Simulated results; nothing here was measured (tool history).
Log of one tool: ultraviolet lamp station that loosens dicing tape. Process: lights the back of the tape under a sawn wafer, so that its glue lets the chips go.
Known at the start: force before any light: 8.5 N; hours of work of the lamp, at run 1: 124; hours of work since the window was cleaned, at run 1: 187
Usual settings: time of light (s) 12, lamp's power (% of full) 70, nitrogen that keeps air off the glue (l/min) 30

run	hour	time of light (s)	lamp's power (% of full)	nitrogen that keeps air off the glue (l/min)	hours of work of the lamp	hours of work since the window was cleaned	force that peels the tape off (N)	light that reached the tape (mJ/cm2)
1	0.0	12	70	30	124	187	0.584	330
2	48.1	17	70	30	158	222	0.294	450
3	99.6	17	70	30	194	258	0.283	428
4	137.5	17	70	30	221	285	0.342	419
5	188.1	17	70	30	257	321	0.367	403
6	249.3	10	70	30	301	364	1.307	223
# hour 272.0: window cleaned of glue's vapour
7	295.3	12	70	30	333	16	1.093	245
8	357.9	12	70	30	377	61	1.230	232
9	397.6	12	61	30	405	89	1.689	197
10	446.6	12	70	30	440	124	1.398	213
11	508.8	12	70	30	484	168	1.534	199
12	548.1	12	70	30	512	196	1.620	194
13	594.3	12	70	12	545	229	2.886	186
# hour 616.6: window cleaned of glue's vapour, once more
14	656.5	12	70	12	589	28	1.997	253
15	708.6	12	70	12	626	65	2.053	239
# hour 732.7: lamp changed
16	768.9	12	70	12	26	107	1.049	364
17	806.8	12	70	12	53	134	1.100	356
18	852.7	12	70	24	85	167	0.652	342
19	915.5	12	96	30	130	211	0.280	450
20	978.2	12	96	30	174	256	0.294	431
21	1042.6	12	96	30	220	302	0.343	409
22	1100.7	12	70	30	261	343	0.821	285
23	1144.1	12	70	30	292	374	0.894	272
# hour 1152.8: window cleaned of glue's vapour
24	1195.3	11	93	31	328	30	0.402	377
25	1234.5	10	72	12	356	58	1.832	254
26	1278.0	10	72	12	386	89	1.931	246
27	1323.1	10	72	12	418	121	2.070	237
28	1374.4	20	65	26	455	157	0.388	418
29	1409.5	6	85	56	480	182	1.679	161
30	1447.3	7	86	56	507	209	1.283	183
31	1487.1	22	70	11	535	237	0.715	451
32	1538.7	22	70	11	571	274	0.766	434
33	1599.5	11	84	28	615	317	1.155	244
# hour 1638.9: lamp changed
34	1662.2	8	88	28	17	361	0.934	276
# hour 1690.3: window cleaned of glue's vapour
35	1728.9	21	60	30	63	27	0.177	551
36	1769.2	21	60	30	92	56	0.185	542
37	1809.3	20	73	14	120	84	0.282	602
38	1848.3	14	66	14	148	112	0.892	376
39	1900.9	12	76	42	185	149	0.357	357
40	1951.3	12	76	42	221	185	0.433	340
41	2003.0	9	90	59	258	222	0.462	292
42	2067.4	23	77	22	304	267	0.193	605
43	2126.1	23	77	22	345	309	0.208	576

Measured less the same run without the tool's hidden state. The same run-to-run variation is in both; the gauge's scatter may not be:
The hidden state here: lamp's light, % of a new lamp's; light that the window lets through, % of a clean one's; drift of the gauge itself on peel_n, %; drift of the gauge itself on dose_mj_cm2, %.
run	force that peels the tape off (N)	light that reached the tape (mJ/cm2)
1	+0.197	-61
2	+0.105	-104
3	+0.123	-120
4	+0.156	-133
5	+0.185	-149
6	+0.686	-97
7	+0.703	-145
8	+0.842	-159
9	+1.125	-144
10	+1.006	-173
11	+1.140	-185
12	+1.231	-191
13	+1.947	-200
14	+1.057	-136
15	+1.143	-146
16	+0.128	-24
17	+0.180	-33
18	+0.162	-44
19	+0.086	-82
20	+0.112	-101
21	+0.157	-123
22	+0.418	-101
23	+0.484	-110
24	+0.170	-94
25	+0.625	-74
26	+0.719	-82
27	+0.836	-91
28	+0.215	-184
29	+0.873	-76
30	+0.753	-95
31	+0.467	-260
32	+0.536	-282
33	+0.826	-183
34	+0.286	-50
35	+0.017	-33
36	+0.025	-47
37	+0.064	-71
38	+0.236	-56
39	+0.126	-68
40	+0.172	-80
41	+0.214	-83
42	+0.065	-214
43	+0.084	-242
